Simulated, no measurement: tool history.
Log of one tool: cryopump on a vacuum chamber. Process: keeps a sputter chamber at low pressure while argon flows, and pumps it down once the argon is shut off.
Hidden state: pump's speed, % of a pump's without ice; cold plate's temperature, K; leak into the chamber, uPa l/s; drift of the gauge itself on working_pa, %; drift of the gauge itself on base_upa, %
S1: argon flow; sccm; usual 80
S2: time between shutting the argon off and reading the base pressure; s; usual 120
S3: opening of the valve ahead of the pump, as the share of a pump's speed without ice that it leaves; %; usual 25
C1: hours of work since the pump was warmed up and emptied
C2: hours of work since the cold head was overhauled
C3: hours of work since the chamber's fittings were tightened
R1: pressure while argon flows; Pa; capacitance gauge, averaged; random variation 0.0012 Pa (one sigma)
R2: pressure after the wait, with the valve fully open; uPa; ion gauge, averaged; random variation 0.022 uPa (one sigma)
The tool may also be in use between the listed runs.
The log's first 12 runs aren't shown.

{"run": 13, "hour": 521.0, "S1": 80, "S2": 120, "S3": 31, "C1": 433, "C2": 1189, "C3": 1306, "R1": 0.2365, "R2": 0.82}
{"run": 14, "hour": 560.3, "S1": 80, "S2": 120, "S3": 31, "C1": 459, "C2": 1215, "C3": 1332, "R1": 0.2391, "R2": 0.83}
{"run": 15, "hour": 613.2, "S1": 80, "S2": 120, "S3": 31, "C1": 495, "C2": 1250, "C3": 1368, "R1": 0.2396, "R2": 0.83}
{"run": 16, "hour": 639.3, "S1": 80, "S2": 120, "S3": 23, "C1": 512, "C2": 1268, "C3": 1385, "R1": 0.3167, "R2": 0.88}
{"run": 17, "hour": 689.3, "S1": 80, "S2": 120, "S3": 23, "C1": 546, "C2": 1301, "C3": 1419, "R1": 0.3167, "R2": 0.85}
{"run": 18, "hour": 719.9, "S1": 105, "S2": 85, "S3": 22, "C1": 566, "C2": 1322, "C3": 1439, "R1": 0.4385, "R2": 1.03}
{"run": 19, "hour": 777.5, "S1": 105, "S2": 85, "S3": 22, "C1": 605, "C2": 1360, "C3": 1478, "R1": 0.4429, "R2": 1.12}
{"run": 20, "hour": 819.3, "S1": 84, "S2": 85, "S3": 50, "C1": 633, "C2": 1388, "C3": 1506, "R1": 0.1716, "R2": 1.05}
{"run": 21, "hour": 853.9, "S1": 135, "S2": 93, "S3": 19, "C1": 656, "C2": 1411, "C3": 1529, "R1": 0.6536, "R2": 1.05}
{"run": 22, "hour": 900.7, "S1": 141, "S2": 131, "S3": 31, "C1": 687, "C2": 1442, "C3": 1560, "R1": 0.4389, "R2": 0.93}
{"run": 23, "hour": 956.2, "S1": 83, "S2": 115, "S3": 41, "C1": 724, "C2": 1480, "C3": 1597, "R1": 0.2061, "R2": 0.97}
{"run": 24, "hour": 987.6, "S1": 160, "S2": 136, "S3": 30, "C1": 745, "C2": 1501, "C3": 1618, "R1": 0.5215, "R2": 0.93}
{"hour": 1002.2, "done": "pump warmed up, emptied and cooled again"}
{"run": 25, "hour": 1027.0, "S1": 49, "S2": 136, "S3": 50, "C1": 17, "C2": 1524, "C3": 1641, "R1": 0.0847, "R2": 0.73}
{"run": 26, "hour": 1068.8, "S1": 49, "S2": 136, "S3": 50, "C1": 45, "C2": 1552, "C3": 1669, "R1": 0.0863, "R2": 0.72}
{"run": 27, "hour": 1108.9, "S1": 58, "S2": 136, "S3": 50, "C1": 71, "C2": 1578, "C3": 1696, "R1": 0.1013, "R2": 0.79}
{"run": 28, "hour": 1158.5, "S1": 51, "S2": 238, "S3": 41, "C1": 105, "C2": 1612, "C3": 1729, "R1": 0.1085, "R2": 0.64}
{"run": 29, "hour": 1211.0, "S1": 51, "S2": 238, "S3": 41, "C1": 140, "C2": 1647, "C3": 1764, "R1": 0.1082, "R2": 0.63}
{"run": 30, "hour": 1251.0, "S1": 51, "S2": 238, "S3": 41, "C1": 166, "C2": 1673, "C3": 1791, "R1": 0.1109, "R2": 0.65}
{"run": 31, "hour": 1291.2, "S1": 106, "S2": 36, "S3": 33, "C1": 193, "C2": 1700, "C3": 1818, "R1": 0.2843, "R2": 1.91}
{"run": 32, "hour": 1330.2, "S1": 148, "S2": 22, "S3": 37, "C1": 219, "C2": 1726, "C3": 1844, "R1": 0.3553, "R2": 2.7}
{"run": 33, "hour": 1377.0, "S1": 46, "S2": 38, "S3": 19, "C1": 251, "C2": 1758, "C3": 1875, "R1": 0.212, "R2": 1.77}

Forecast each of these 3 alternatives for the next run:
{"run": "A", "hour": 1424.7, "S1": 156, "S2": 37, "S3": 60, "C1": 283, "C2": 1790, "C3": 1907, "R1": "?", "R2": "?"}
{"run": "B", "hour": 1424.7, "S1": 53, "S2": 143, "S3": 50, "C1": 283, "C2": 1790, "C3": 1907, "R1": "?", "R2": "?"}
{"run": "C", "hour": 1424.7, "S1": 46, "S2": 41, "S3": 33, "C1": 283, "C2": 1790, "C3": 1907, "R1": "?", "R2": "?"}

run=A R1=0.2431 R2=1.81
run=B R1=0.0978 R2=0.81
run=C R1=0.1261 R2=1.74
Without the tool's hidden state the same runs would have given:
run=A R1=0.2213 R2=1.5
run=B R1=0.0904 R2=0.49
run=C R1=0.1197 R2=1.42
